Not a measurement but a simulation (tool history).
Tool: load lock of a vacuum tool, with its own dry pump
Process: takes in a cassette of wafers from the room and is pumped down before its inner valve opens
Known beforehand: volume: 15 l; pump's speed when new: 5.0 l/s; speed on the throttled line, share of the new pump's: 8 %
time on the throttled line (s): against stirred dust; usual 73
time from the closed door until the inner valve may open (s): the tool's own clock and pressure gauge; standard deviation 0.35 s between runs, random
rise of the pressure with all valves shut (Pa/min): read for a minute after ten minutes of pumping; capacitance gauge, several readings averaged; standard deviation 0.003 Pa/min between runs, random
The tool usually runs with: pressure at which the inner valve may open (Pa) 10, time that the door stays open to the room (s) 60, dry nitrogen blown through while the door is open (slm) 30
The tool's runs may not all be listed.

| run | hour | time on the throttled line (s) | pressure at which the inner valve may open (Pa) | time that the door stays open to the room (s) | dry nitrogen blown through while the door is open (slm) | incoming humidity of the room's air, % | time from the closed door until the inner valve may open (s) | rise of the pressure with all valves shut (Pa/min) |
|---|---|---|---|---|---|---|---|---|
| 1 | 0.0 | 73 | 10 | 60 | 30 | 46.0 | 93.9 | 0.043 |
| 2 | 140.8 | 73 | 10 | 60 | 30 | 48.3 | 94.8 | 0.057 |
| 3 | 320.6 | 73 | 10 | 60 | 30 | 48.9 | 94.7 | 0.054 |
| 4 | 492.7 | 73 | 10 | 60 | 30 | 48.7 | 94.5 | 0.055 |
| 5 | 628.4 | 73 | 10 | 60 | 30 | 46.0 | 94.7 | 0.053 |
| 6 | 785.1 | 73 | 10 | 60 | 30 | 44.7 | 95.1 | 0.062 |
| 7 | 867.8 | 73 | 10 | 60 | 30 | 43.8 | 94.8 | 0.058 |
| 8 | 957.6 | 73 | 10 | 60 | 30 | 43.8 | 95.0 | 0.059 |
| 9 | 1135.3 | 73 | 10 | 60 | 8 | 43.7 | 94.7 | 0.079 |
| 10 | 1233.6 | 73 | 16 | 60 | 30 | 47.5 | 93.5 | 0.064 |
| 11 | 1335.6 | 73 | 16 | 60 | 30 | 43.9 | 93.4 | 0.070 |
| 12 | 1415.2 | 73 | 10 | 30 | 30 | 45.5 | 94.8 | 0.059 |
| 13 | 1576.0 | 73 | 10 | 30 | 30 | 45.4 | 94.8 | 0.057 |
| 14 | 1674.3 | 73 | 10 | 30 | 30 | 46.3 | 94.7 | 0.063 |
| 15 | 1760.7 | 73 | 10 | 90 | 30 | 45.2 | 94.6 | 0.085 |
| 16 | 1875.0 | 73 | 9 | 60 | 30 | 44.4 | 96.0 | 0.077 |
| 17 | 2021.5 | 73 | 10 | 60 | 30 | 43.2 | 94.7 | 0.075 |
| 18 | 2099.7 | 73 | 10 | 60 | 30 | 41.1 | 95.1 | 0.076 |
| 19 | 2220.0 | 77 | 17 | 60 | 30 | 46.4 | 96.5 | 0.082 |
| 20 | 2321.8 | 77 | 17 | 60 | 30 | 43.3 | 97.5 | 0.081 |
| 21 | 2447.7 | 63 | 9 | 28 | 21 | 46.7 | 85.7 | 0.080 |
| 22 | 2550.0 | 55 | 16 | 60 | 10 | 43.3 | 77.0 | 0.095 |
| 23 | 2670.0 | 55 | 16 | 60 | 10 | 42.8 | 76.8 | 0.103 |
| 24 | 2853.4 | 73 | 17 | 60 | 30 | 42.4 | 93.4 | 0.087 |
| 25 | 3036.0 | 48 | 11 | 27 | 10 | 44.4 | 72.4 | 0.096 |
| 26 | 3168.9 | 73 | 10 | 148 | 30 | 43.8 | 95.0 | 0.120 |
| 27 | 3345.5 | 65 | 13 | 205 | 43 | 47.2 | 86.3 | 0.131 |
| 28 | 3488.7 | 65 | 13 | 226 | 6 | 45.0 | 87.1 | 0.195 |
| 29 | 3662.6 | 73 | 15 | 103 | 30 | 49.3 | 94.1 | 0.126 |
| 30 | 3786.3 | 51 | 19 | 103 | 30 | 46.1 | 73.3 | 0.122 |
| 31 | 3943.2 | 73 | 10 | 60 | 4 | 44.8 | 95.4 | 0.142 |
| 32 | 4079.0 | 73 | 10 | 60 | 4 | 42.8 | 95.1 | 0.141 |
| 33 | 4192.4 | 72 | 10 | 190 | 34 | 45.2 | 94.4 | 0.152 |
| 34 | 4304.9 | 72 | 10 | 190 | 34 | 44.3 | 94.6 | 0.149 |
| 35 | 4449.3 | 72 | 10 | 190 | 34 | 42.1 | 94.8 | 0.147 |
| 36 | 4591.6 | 72 | 10 | 190 | 34 | 46.2 | 95.3 | 0.153 |

3 ways to go on from here, each from the tool as it stands after run 36. What would each give?
| A | 4672.5 | 80 | 18 | 56 | 34 | 42.5 | ? | ? |
| B | 4672.5 | 72 | 18 | 190 | 34 | 45.9 | ? | ? |
| C | 4672.5 | 73 | 10 | 39 | 30 | 45.5 | ? | ? |

| run | time from the closed door until the inner valve may open (s) | rise of the pressure with all valves shut (Pa/min) |
|---|---|---|
| A | 100.3 | 0.128 |
| B | 92.6 | 0.157 |
| C | 96.3 | 0.123 |
What these runs would have given with no unlogged condition in the tool:
| run | time from the closed door until the inner valve may open (s) | rise of the pressure with all valves shut (Pa/min) |
|---|---|---|
| A | 99.3 | 0.031 |
| B | 91.7 | 0.061 |
| C | 95.3 | 0.026 |
